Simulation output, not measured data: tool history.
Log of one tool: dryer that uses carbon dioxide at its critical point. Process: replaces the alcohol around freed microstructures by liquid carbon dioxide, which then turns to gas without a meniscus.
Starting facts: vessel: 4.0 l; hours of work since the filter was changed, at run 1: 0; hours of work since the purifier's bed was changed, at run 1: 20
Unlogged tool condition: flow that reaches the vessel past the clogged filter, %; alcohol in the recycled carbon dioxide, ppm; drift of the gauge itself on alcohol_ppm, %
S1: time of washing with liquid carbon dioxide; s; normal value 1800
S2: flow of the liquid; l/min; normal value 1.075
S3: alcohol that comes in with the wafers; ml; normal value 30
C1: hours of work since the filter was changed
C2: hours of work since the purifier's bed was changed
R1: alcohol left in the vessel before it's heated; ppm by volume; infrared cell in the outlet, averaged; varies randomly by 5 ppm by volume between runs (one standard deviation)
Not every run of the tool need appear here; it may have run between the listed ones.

{"run": 1, "hour": 0.0, "S1": 1800, "S2": 1.075, "S3": 30, "C1": 0, "C2": 20, "R1": 17}
{"run": 2, "hour": 6.3, "S1": 1800, "S2": 1.24, "S3": 30, "C1": 3, "C2": 23, "R1": 17}
{"run": 3, "hour": 14.4, "S1": 1800, "S2": 1.075, "S3": 56, "C1": 7, "C2": 27, "R1": 40}
{"run": 4, "hour": 25.8, "S1": 1800, "S2": 1.075, "S3": 30, "C1": 13, "C2": 33, "R1": 23}
{"run": 5, "hour": 36.7, "S1": 1800, "S2": 1.075, "S3": 30, "C1": 18, "C2": 38, "R1": 33}
{"run": 6, "hour": 41.8, "S1": 1800, "S2": 1.075, "S3": 30, "C1": 20, "C2": 41, "R1": 31}
{"run": 7, "hour": 49.0, "S1": 1380, "S2": 1.075, "S3": 30, "C1": 24, "C2": 44, "R1": 76}
{"run": 8, "hour": 56.6, "S1": 1380, "S2": 1.075, "S3": 30, "C1": 28, "C2": 48, "R1": 90}
{"run": 9, "hour": 66.6, "S1": 1080, "S2": 1.075, "S3": 30, "C1": 33, "C2": 53, "R1": 187}
{"run": 10, "hour": 78.7, "S1": 1080, "S2": 1.075, "S3": 30, "C1": 38, "C2": 59, "R1": 204}
{"run": 11, "hour": 83.8, "S1": 1080, "S2": 1.075, "S3": 30, "C1": 41, "C2": 61, "R1": 199}
{"run": 12, "hour": 89.2, "S1": 1080, "S2": 1.075, "S3": 30, "C1": 44, "C2": 64, "R1": 201}
{"run": 13, "hour": 101.1, "S1": 1800, "S2": 1.075, "S3": 30, "C1": 49, "C2": 70, "R1": 37}
{"run": 14, "hour": 107.4, "S1": 1800, "S2": 1.075, "S3": 30, "C1": 52, "C2": 73, "R1": 28}
{"run": 15, "hour": 116.8, "S1": 1800, "S2": 1.075, "S3": 30, "C1": 57, "C2": 77, "R1": 33}
{"run": 16, "hour": 121.8, "S1": 1800, "S2": 1.075, "S3": 30, "C1": 60, "C2": 80, "R1": 38}
{"run": 17, "hour": 131.9, "S1": 1800, "S2": 1.075, "S3": 30, "C1": 64, "C2": 85, "R1": 35}
{"run": 18, "hour": 143.4, "S1": 1140, "S2": 1.075, "S3": 30, "C1": 70, "C2": 90, "R1": 179}
{"run": 19, "hour": 149.4, "S1": 1140, "S2": 1.075, "S3": 30, "C1": 73, "C2": 93, "R1": 175}
{"run": 20, "hour": 154.6, "S1": 1140, "S2": 1.075, "S3": 30, "C1": 76, "C2": 96, "R1": 179}
{"run": 21, "hour": 163.8, "S1": 1800, "S2": 1.075, "S3": 30, "C1": 80, "C2": 100, "R1": 38}
{"run": 22, "hour": 173.0, "S1": 1800, "S2": 1.075, "S3": 30, "C1": 85, "C2": 105, "R1": 38}
{"run": 23, "hour": 180.1, "S1": 1800, "S2": 1.075, "S3": 30, "C1": 88, "C2": 108, "R1": 41}
{"run": 24, "hour": 190.1, "S1": 1800, "S2": 1.075, "S3": 30, "C1": 93, "C2": 113, "R1": 43}
{"run": 25, "hour": 201.7, "S1": 1800, "S2": 1.075, "S3": 30, "C1": 99, "C2": 119, "R1": 37}
{"run": 26, "hour": 209.3, "S1": 1800, "S2": 0.71, "S3": 24, "C1": 102, "C2": 122, "R1": 122}
{"run": 27, "hour": 214.4, "S1": 2640, "S2": 0.69, "S3": 24, "C1": 105, "C2": 125, "R1": 38}
{"run": 28, "hour": 220.4, "S1": 2640, "S2": 0.72, "S3": 26, "C1": 108, "C2": 128, "R1": 34}
{"run": 29, "hour": 226.1, "S1": 1980, "S2": 0.89, "S3": 68, "C1": 111, "C2": 131, "R1": 103}
{"run": 30, "hour": 233.6, "S1": 1980, "S2": 0.89, "S3": 68, "C1": 114, "C2": 134, "R1": 101}
{"run": 31, "hour": 245.0, "S1": 1800, "S2": 1.075, "S3": 94, "C1": 120, "C2": 140, "R1": 83}
{"run": 32, "hour": 253.3, "S1": 1920, "S2": 1.075, "S3": 65, "C1": 124, "C2": 144, "R1": 60}
{"run": 33, "hour": 260.0, "S1": 1620, "S2": 0.7, "S3": 30, "C1": 127, "C2": 147, "R1": 252}
{"run": 34, "hour": 269.7, "S1": 2520, "S2": 1.17, "S3": 30, "C1": 132, "C2": 152, "R1": 35}

Estimate the outcome of run 35 from the log above:
{"run": 35, "hour": 279.6, "S1": 1800, "S2": 1.7, "S3": 30, "C1": 137, "C2": 157, "R1": "?"}

{"run 35": {"R1": 29}}
Minus the tool's unlogged condition, the same run would have read R1 3 ppm by volume.
